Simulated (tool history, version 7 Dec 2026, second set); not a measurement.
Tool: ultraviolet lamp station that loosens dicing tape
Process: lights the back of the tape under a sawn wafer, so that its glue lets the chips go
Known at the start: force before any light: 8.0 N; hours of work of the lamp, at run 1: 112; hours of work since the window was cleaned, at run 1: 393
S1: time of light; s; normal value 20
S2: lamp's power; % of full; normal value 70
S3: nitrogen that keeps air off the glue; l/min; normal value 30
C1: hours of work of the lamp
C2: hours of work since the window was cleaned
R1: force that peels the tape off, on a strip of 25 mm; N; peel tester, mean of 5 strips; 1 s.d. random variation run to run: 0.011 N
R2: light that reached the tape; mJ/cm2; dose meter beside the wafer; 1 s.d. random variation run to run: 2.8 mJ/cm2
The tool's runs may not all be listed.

run	day	S1	S2	S3	C1	C2	R1	R2
1	0.000	20	70	30	112	393	0.651	353
2	0.333	20	86	30	119	399	0.430	433
3	0.733	20	86	30	126	406	0.439	436
4	1.158	20	86	30	134	414	0.461	431
5	1.346	11	70	30	137	418	1.933	192
6	1.612	11	70	30	142	422	1.939	194
7	2.046	11	70	30	150	431	1.955	189
8	2.238	20	70	30	154	434	0.696	349
9	2.596	20	70	30	160	441	0.674	348
10	2.779	39	70	30	164	444	0.216	674
11	3.158	20	70	30	171	451	0.730	345
12	3.367	14	70	30	175	455	1.326	237
13	3.592	20	70	30	179	459	0.690	346
14	3.900	20	83	30	184	465	0.505	406
15	4.129	20	100	30	189	469	0.334	492
16	4.350	20	86	30	193	473	0.482	419
17	4.579	20	86	30	197	477	0.460	419
# day 4.638: window cleaned of glue's vapour
18	4.817	20	86	30	201	3	0.535	400
19	5.171	17	77	30	207	10	0.916	309
20	5.583	17	70	30	215	17	1.135	274
21	5.779	20	72	14	219	21	1.197	334
22	6.167	20	72	14	226	28	1.220	330
23	6.604	16	84	10	234	36	1.651	305
24	6.854	16	63	24	239	41	1.672	233
# day 6.908: window cleaned of glue's vapour, once more
25	7.200	36	75	37	244	5	0.200	729
26	7.512	36	75	37	250	11	0.192	721
27	7.850	12	92	30	256	17	0.977	293
28	8.254	19	70	30	264	25	0.664	353
29	8.575	19	70	30	270	31	0.665	357
30	8.812	15	70	9	274	35	1.984	278
31	9.008	15	91	39	278	39	0.560	360
32	9.438	15	71	39	286	47	0.937	283
33	9.688	30	65	26	290	51	0.349	510
34	9.925	20	76	13	295	56	0.867	399
35	10.288	20	70	28	301	62	0.662	364
36	10.683	20	70	28	309	70	0.649	367

Consider 5 possible next runs. They are alternatives, not a sequence: every one starts from the tool as it was left by run 36. What does each give?
A	11.038	17	75	30	315	76	?	?
B	11.038	13	82	30	315	76	?	?
C	11.038	11	83	42	315	76	?	?
D	11.038	25	79	46	315	76	?	?
E	11.038	20	87	30	315	76	?	?

run	R1	R2
A	0.765	331
B	1.112	278
C	1.227	238
D	0.251	511
E	0.406	455
Take away the tool's hidden state, keep each run's random variation, and the runs would have read:
run	R1	R2
A	0.618	368
B	0.915	309
C	1.019	263
D	0.216	567
E	0.330	504

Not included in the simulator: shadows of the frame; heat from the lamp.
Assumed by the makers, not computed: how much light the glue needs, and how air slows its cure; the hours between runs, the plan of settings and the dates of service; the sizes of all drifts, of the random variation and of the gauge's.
